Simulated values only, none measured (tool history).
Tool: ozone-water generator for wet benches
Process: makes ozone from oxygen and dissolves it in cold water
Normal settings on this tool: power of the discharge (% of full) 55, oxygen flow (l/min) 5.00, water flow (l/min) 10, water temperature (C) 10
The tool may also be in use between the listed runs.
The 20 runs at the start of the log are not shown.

| run | hour | power of the discharge (% of full) | oxygen flow (l/min) | water flow (l/min) | water temperature (C) | hours of work since the electrodes were changed | hours of work since the contactor was cleaned | hours of work since the thermometer was calibrated | dissolved ozone (ppm) | ozone in the gas ahead of the water (g/m3) |
|---|---|---|---|---|---|---|---|---|---|---|
| 21 | 1079.8 | 53 | 6.44 | 14 | 16 | 2169 | 1318 | 570 | 20.4 | 144.8 |
| 22 | 1138.6 | 55 | 6.75 | 12 | 16 | 2225 | 1374 | 626 | 23.0 | 148.0 |
| 23 | 1194.4 | 46 | 3.89 | 6 | 17 | 2279 | 1428 | 680 | 31.7 | 173.7 |
| 24 | 1241.7 | 55 | 5.00 | 12 | 11 | 2324 | 1473 | 725 | 26.4 | 174.0 |
| 25 | 1275.2 | 55 | 7.28 | 12 | 11 | 2356 | 1505 | 758 | 25.5 | 138.5 |
| 26 | 1344.6 | 43 | 5.00 | 10 | 15 | 2423 | 1572 | 824 | 22.0 | 140.0 |
| 27 | 1391.4 | 73 | 8.23 | 8 | 15 | 2468 | 1617 | 869 | 35.7 | 168.7 |
| 28 | 1456.0 | 73 | 4.22 | 15 | 15 | 2530 | 1679 | 931 | 27.4 | 250.4 |
| 29 | 1520.1 | 81 | 4.22 | 15 | 15 | 2591 | 1740 | 993 | 30.4 | 272.7 |
| 30 | 1577.0 | 81 | 4.22 | 15 | 15 | 2646 | 1795 | 1047 | 30.3 | 273.2 |
| 31 | 1642.5 | 55 | 5.00 | 10 | 15 | 2709 | 1858 | 1110 | 27.7 | 173.5 |

Alternative continuations, all from the tool just after run 31; predict every row:
| A | 1689.9 | 55 | 3.34 | 10 | 9 | 2754 | 1903 | 1156 | ? | ? |
| B | 1689.9 | 89 | 5.00 | 10 | 8 | 2754 | 1903 | 1156 | ? | ? |
| C | 1689.9 | 55 | 4.65 | 10 | 11 | 2754 | 1903 | 1156 | ? | ? |

| run | dissolved ozone (ppm) | ozone in the gas ahead of the water (g/m3) |
|---|---|---|
| A | 31.8 | 219.9 |
| B | 48.7 | 271.8 |
| C | 30.2 | 182.9 |
Without the tool's hidden state the same runs would have given:
| run | dissolved ozone (ppm) | ozone in the gas ahead of the water (g/m3) |
|---|---|---|
| A | 31.8 | 220.0 |
| B | 48.7 | 271.9 |
| C | 30.3 | 183.0 |

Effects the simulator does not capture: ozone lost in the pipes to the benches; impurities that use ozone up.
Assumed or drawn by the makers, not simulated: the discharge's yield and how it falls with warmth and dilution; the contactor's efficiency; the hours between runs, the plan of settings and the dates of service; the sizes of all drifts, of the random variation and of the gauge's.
